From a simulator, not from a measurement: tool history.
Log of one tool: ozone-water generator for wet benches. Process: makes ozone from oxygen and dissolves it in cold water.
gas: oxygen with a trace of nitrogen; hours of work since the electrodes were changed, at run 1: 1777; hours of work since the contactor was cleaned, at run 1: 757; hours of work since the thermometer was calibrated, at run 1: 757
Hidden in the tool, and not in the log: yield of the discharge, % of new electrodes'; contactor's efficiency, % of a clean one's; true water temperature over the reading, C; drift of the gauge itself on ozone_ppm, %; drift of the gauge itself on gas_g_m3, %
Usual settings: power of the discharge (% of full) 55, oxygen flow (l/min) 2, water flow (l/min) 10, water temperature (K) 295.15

run   hour  power of the discharge (% of full)  oxygen flow (l/min)  water flow (l/min)  water temperature (K)  hours of work since the electrodes were changed  hours of work since the contactor was cleaned  hours of work since the thermometer was calibrated  dissolved ozone (ppm)  ozone in the gas ahead of the water (g/m3)
  1      0                                  55                    2                  10                 295.15                                             1777                                            757                                                 757                   12.5                                       157.2
  2   62.3                                  55                    2                  10                 295.15                                             1836                                            816                                                 816                   12.6                                       156.4
  3  106.7                                  55                    2                  10                 295.15                                             1878                                            857                                                 857                   12.6                                       156.5
  4    146                                  76                    2                  10                 295.15                                             1915                                            894                                                 894                     17                                       210.9
  5  227.3                                  76                    2                  10                 295.15                                             1991                                            971                                                 971                   16.8                                       210.6
  6  300.7                                  76                    2                  10                 295.15                                             2061                                           1040                                                1040                   16.9                                       213.2
  7  374.8                                  76                    2                  10                 295.15                                             2130                                           1110                                                1110                     17                                       213.3
  8  443.4                                  76                    2                  10                 295.15                                             2195                                           1174                                                1174                     17                                       212.2
  9  504.6                                  55                    2                  10                 295.15                                             2252                                           1232                                                1232                   12.5                                       156.9
 10    581                                  55                    2                  15                 295.15                                             2324                                           1304                                                1304                    8.3                                       158.2
 11  639.4                                  55                    2                  10                 295.15                                             2379                                           1359                                                1359                   12.8                                       158.2
 12    714                                  55                    2                  10                 295.15                                             2450                                           1429                                                1429                   12.4                                       157.3
 13  770.7                                  55                    2                  10                 295.15                                             2503                                           1483                                                1483                   12.5                                       160.4
 14  806.2                                  55                    2                  15                 295.15                                             2536                                           1516                                                1516                    8.1                                       158.5
 15  872.6                                  49                 1.58                   9                 300.15                                             2599                                           1578                                                1578                   11.4                                       157.7
 16  932.6                                  54                    2                  10                 295.15                                             2655                                           1635                                                1635                   12.3                                       155.4
 17    987                                  43                    2                  10                 295.15                                             2707                                           1686                                                1686                   10.2                                       126.2

The next listed run, before its measurement:
 18  1060.9                                  43                    2                  10                 295.15                                             2776                                           1756                                                1756                      ?                                           ?

Run 18 gave dissolved ozone (ppm) 10.1, ozone in the gas ahead of the water (g/m3) 125.5.
Without the tool's hidden state the same run would have given dissolved ozone (ppm) 10.1, ozone in the gas ahead of the water (g/m3) 123.6.

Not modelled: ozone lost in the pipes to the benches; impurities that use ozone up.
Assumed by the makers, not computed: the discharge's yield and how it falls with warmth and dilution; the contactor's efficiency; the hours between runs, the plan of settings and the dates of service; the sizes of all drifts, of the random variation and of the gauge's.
